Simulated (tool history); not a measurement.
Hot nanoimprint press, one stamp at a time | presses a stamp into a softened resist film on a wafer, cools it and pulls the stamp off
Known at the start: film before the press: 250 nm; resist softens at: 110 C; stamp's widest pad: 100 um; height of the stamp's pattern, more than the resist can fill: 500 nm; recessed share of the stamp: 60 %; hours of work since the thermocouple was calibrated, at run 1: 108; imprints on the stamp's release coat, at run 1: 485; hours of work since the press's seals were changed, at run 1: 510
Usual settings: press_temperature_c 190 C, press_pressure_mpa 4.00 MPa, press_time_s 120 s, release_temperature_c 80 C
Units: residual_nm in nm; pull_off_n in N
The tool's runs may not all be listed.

run,hour,press_temperature_c,press_pressure_mpa,press_time_s,release_temperature_c,hours of work since the thermocouple was calibrated,imprints on the stamp's release coat,hours of work since the press's seals were changed,residual_nm,pull_off_n
1,0.0,190,4.00,120,80,108,485,510,104.5,174
2,56.6,190,4.00,120,80,134,658,536,105.1,177
3,100.3,190,4.00,120,80,153,791,556,104.8,182
4,140.1,190,4.00,120,80,172,912,574,105.0,177
5,198.0,190,4.00,120,80,198,1089,600,103.2,180
6,233.3,190,4.00,120,80,214,1197,616,104.2,179
7,303.4,190,4.00,120,80,246,1410,648,102.1,186
# hour 341.9: stamp cleaned and given a new release coat
8,354.5,190,4.00,120,80,266,39,669,102.6,164
9,431.3,190,4.00,120,80,301,273,703,102.2,168

Forecast run 10:
# hour 452.5: plate thermocouple calibrated
10,482.7,190,4.62,120,77,14,421,726,?,?

{"run 10": {"residual_nm": 100.7, "pull_off_n": 193}}
Without the tool's hidden state the same run would have given residual_nm 99.3 nm, pull_off_n 190 N.

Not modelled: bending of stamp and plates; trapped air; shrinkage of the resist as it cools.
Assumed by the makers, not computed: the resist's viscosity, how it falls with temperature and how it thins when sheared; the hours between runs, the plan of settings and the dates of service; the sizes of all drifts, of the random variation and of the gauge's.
